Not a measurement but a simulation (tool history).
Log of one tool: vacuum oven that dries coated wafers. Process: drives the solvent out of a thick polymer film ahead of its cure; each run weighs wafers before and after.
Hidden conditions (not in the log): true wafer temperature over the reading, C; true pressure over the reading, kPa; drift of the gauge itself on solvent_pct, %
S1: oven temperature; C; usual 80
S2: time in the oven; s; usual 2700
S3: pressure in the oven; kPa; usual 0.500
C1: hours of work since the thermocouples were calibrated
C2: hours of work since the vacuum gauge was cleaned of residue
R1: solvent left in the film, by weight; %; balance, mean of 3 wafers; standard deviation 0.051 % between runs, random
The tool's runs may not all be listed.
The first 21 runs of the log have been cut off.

run    hour  S1    S2     S3    C1    C2    R1
 22  1678.9  80  2700  0.500  1414  1362  1.44
 23  1760.6  80  2700  0.500  1462  1410  1.51
 24  1851.7  87  2700  0.500  1516  1464  0.58
 25  1906.4  87  2700  0.500  1548  1496  0.68
 26  1995.6  87  3720  0.500  1600  1549  0.42
     2064.3  -- oven's thermocouples calibrated
 27  2098.6  92  2460  1.227    20  1608  0.53
 28  2154.4  80  1440  0.657    53  1641  3.05
 29  2204.1  71  2700  0.541    82  1670  3.23
     2211.8  -- vacuum gauge cleaned of residue and calibrated
 30  2263.2  71  2700  0.541   116    30  3.28
 31  2327.3  71  2700  0.541   154    68  3.29
 32  2408.4  71  4680  0.541   202   116  1.73
 33  2457.2  80  3420  0.500   231   145  0.99
 34  2516.9  80  3420  0.305   266   180  0.93
 35  2588.3  89  4380  0.500   308   222  0.44
 36  2686.2  89  4380  0.489   366   280  0.49
 37  2746.1  80  2160  0.500   401   315  1.89
     2757.5  -- vacuum gauge cleaned of residue and calibrated, once more
 38  2845.2  71  4740  0.798   458    52  1.44
 39  2929.3  71  4740  0.798   508   101  1.37
 40  3022.3  80  2700  0.861   563   156  1.15
 41  3080.1  71  1320  0.301   597   190  5.91
 42  3165.9  73  3120  0.564   648   241  2.03
 43  3260.7  87  2700  0.849   703   297  0.46
 44  3356.1  87  2700  0.849   760   353  0.58
 45  3449.3  87  2700  0.849   814   408  0.43
 46  3499.6  72  3360  0.849   844   437  2.26

Alternative continuations, all from the tool just after run 46; predict every row:
  A  3543.6  80  2700  0.548  870  463   ?
  B  3543.6  72  3780  0.992  870  463   ?
  C  3543.6  89  2040  0.432  870  463   ?
  D  3543.6  72  1980  1.014  870  463   ?

run    R1
  A  1.10
  B  2.04
  C  0.46
  D  4.47
Without the tool's hidden state the same runs would have given:
run    R1
  A  0.83
  B  1.65
  C  0.30
  D  3.95
